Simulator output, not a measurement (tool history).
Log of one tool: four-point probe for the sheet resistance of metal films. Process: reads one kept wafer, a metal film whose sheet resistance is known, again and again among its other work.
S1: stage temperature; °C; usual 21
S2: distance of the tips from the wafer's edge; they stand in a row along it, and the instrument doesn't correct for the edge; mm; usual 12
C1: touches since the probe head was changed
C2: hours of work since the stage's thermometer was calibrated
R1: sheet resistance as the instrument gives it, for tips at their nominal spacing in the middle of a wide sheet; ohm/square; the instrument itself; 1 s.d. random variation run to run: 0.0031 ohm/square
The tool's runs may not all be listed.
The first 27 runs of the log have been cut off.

{"run": 28, "hour": 427.9, "S1": 31, "S2": 9, "C1": 13337, "C2": 22, "R1": 15.534899}
{"run": 29, "hour": 445.3, "S1": 31, "S2": 37, "C1": 13533, "C2": 30, "R1": 15.509347}
{"run": 30, "hour": 462.9, "S1": 34, "S2": 68, "C1": 13732, "C2": 39, "R1": 15.487296}
{"run": 31, "hour": 476.2, "S1": 21, "S2": 68, "C1": 13882, "C2": 46, "R1": 15.59042}
{"run": 32, "hour": 488.1, "S1": 19, "S2": 5, "C1": 14016, "C2": 52, "R1": 15.686351}
{"run": 33, "hour": 501.0, "S1": 23, "S2": 12, "C1": 14162, "C2": 58, "R1": 15.587294}
{"run": 34, "hour": 514.1, "S1": 24, "S2": 28, "C1": 14309, "C2": 65, "R1": 15.567077}
{"run": 35, "hour": 528.6, "S1": 25, "S2": 18, "C1": 14473, "C2": 72, "R1": 15.563175}

Consider 5 possible next runs. They are alternatives, not a sequence: every one starts from the tool as it was left by run 35. What does each give?
{"run": "A", "hour": 541.2, "S1": 25, "S2": 7, "C1": 14615, "C2": 78, "R1": "?"}
{"run": "B", "hour": 541.2, "S1": 25, "S2": 6, "C1": 14615, "C2": 78, "R1": "?"}
{"run": "C", "hour": 541.2, "S1": 31, "S2": 22, "C1": 14615, "C2": 78, "R1": "?"}
{"run": "D", "hour": 541.2, "S1": 34, "S2": 11, "C1": 14615, "C2": 78, "R1": "?"}
{"run": "E", "hour": 541.2, "S1": 35, "S2": 9, "C1": 14615, "C2": 78, "R1": "?"}

run=A R1=15.600986
run=B R1=15.611987
run=C R1=15.515214
run=D R1=15.502126
run=E R1=15.501839
Without the tool's hidden state the same runs would have given:
run=A R1=15.575111
run=B R1=15.586095
run=C R1=15.489441
run=D R1=15.476361
run=E R1=15.47607
